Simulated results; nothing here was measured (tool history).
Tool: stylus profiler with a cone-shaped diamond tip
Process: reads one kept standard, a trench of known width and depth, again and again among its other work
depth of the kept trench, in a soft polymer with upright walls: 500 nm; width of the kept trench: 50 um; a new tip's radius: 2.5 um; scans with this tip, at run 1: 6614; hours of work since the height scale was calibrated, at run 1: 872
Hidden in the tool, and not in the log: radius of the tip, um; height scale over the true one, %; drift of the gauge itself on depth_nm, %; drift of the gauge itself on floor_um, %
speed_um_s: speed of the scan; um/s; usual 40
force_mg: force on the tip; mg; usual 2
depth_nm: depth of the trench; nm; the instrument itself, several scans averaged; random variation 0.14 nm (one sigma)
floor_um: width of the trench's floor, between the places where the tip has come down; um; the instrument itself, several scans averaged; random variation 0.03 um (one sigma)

run	hour	speed_um_s	force_mg	scans with this tip	hours of work since the height scale was calibrated	depth_nm	floor_um
1	0	40	2	6614	872	506.98	46.06
2	32.1	40	2	6753	890	507.41	46.05
3	68	40	2	6909	911	507.27	46.05
4	110.6	40	2	7094	935	507.01	46.03
5	162.7	11	2	7320	965	507.27	46.09
6	189.5	40	1	7437	980	505.6	45.97
7	236.8	40	1	7642	1007	505.07	45.92
8	272.5	40	4.09	7798	1028	510.42	45.96
9	320.9	40	4.09	8008	1056	510.93	45.92
10	365.9	40	4.09	8204	1081	510.79	45.92
11	412.9	40	4.09	8408	1108	510.87	45.86
12	437.3	40	5.42	8514	1122	512.42	45.88
13	491.5	40	5.42	8749	1153	512.72	45.88
14	537	24	5.42	8947	1179	512.77	45.87
15	580.6	30	1.87	9136	1204	507.67	45.87
16	616.7	32	2	9293	1225	507.46	45.8
17	658.9	91	1.07	9477	1249	506.03	45.45
18	708.4	91	1.07	9692	1278	506.15	45.46
19	752.6	80	4.95	9884	1303	512.3	45.69
20	805.2	82	0.78	10112	1333	505.71	45.35

Forecast run 21:
21	855.5	82	0.78	10331	1362	?	?

Run 21 gave depth_nm 506.04 nm, floor_um 45.39 um.
Without the tool's hidden state the same run would have given depth_nm 503.09 nm, floor_um 46.59 um.
